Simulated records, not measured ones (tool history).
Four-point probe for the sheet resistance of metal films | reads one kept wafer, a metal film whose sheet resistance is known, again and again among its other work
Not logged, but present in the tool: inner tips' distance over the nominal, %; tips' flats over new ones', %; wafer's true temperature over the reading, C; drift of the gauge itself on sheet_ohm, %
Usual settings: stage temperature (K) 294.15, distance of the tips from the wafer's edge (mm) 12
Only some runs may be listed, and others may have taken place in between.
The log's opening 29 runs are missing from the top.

run    hour  stage temperature (K)  distance of the tips from the wafer's edge (mm)  touches since the probe head was changed  hours of work since the stage's thermometer was calibrated  sheet resistance as the instrument gives it (ohm/square)
 30  1162.7                 295.15                                               13                                     23864                                                         280                                                  3.553552
 31  1215.6                 295.15                                               13                                     24941                                                         308                                                  3.551447
 32  1266.9                 295.15                                               13                                     25988                                                         336                                                  3.551394
 33  1302.8                 307.15                                                5                                     26718                                                         356                                                   3.65174
 34  1338.3                 305.15                                                8                                     27442                                                         375                                                  3.581156
 35  1365.8                 300.15                                               33                                     28002                                                         390                                                   3.53546
 36  1412.8                 300.15                                               20                                     28960                                                         415                                                  3.539506
 37  1447.6                 300.15                                               20                                     29669                                                         434                                                  3.540514
 38    1474                 300.15                                               20                                     30206                                                         449                                                  3.539249
 39  1499.9                 295.15                                               10                                     30734                                                         463                                                  3.561442
 40  1540.7                 308.15                                                4                                     31565                                                         485                                                   3.71328
 41  1567.7                 295.15                                               74                                     32114                                                         499                                                  3.531149
 42  1611.9                 295.15                                               74                                     33015                                                         523                                                  3.531473

Predict each of these 5 candidate next runs independently; none follows another, all start after run 42:
  A  1651.3                 296.15                                               12                                     33818                                                         545                                                         ?
  B  1651.3                 295.15                                               43                                     33818                                                         545                                                         ?
  C  1651.3                 296.15                                               38                                     33818                                                         545                                                         ?
  D  1651.3                 299.15                                               21                                     33818                                                         545                                                         ?
  E  1651.3                 292.15                                               36                                     33818                                                         545                                                         ?

run  sheet resistance as the instrument gives it (ohm/square)
  A                                                  3.551949
  B                                                  3.532643
  C                                                  3.532023
  D                                                  3.537711
  E                                                  3.532848
With no hidden state in the tool, these same runs would have given:
run  sheet resistance as the instrument gives it (ohm/square)
  A                                                  3.575756
  B                                                  3.556327
  C                                                  3.555707
  D                                                  3.561445
  E                                                  3.556519

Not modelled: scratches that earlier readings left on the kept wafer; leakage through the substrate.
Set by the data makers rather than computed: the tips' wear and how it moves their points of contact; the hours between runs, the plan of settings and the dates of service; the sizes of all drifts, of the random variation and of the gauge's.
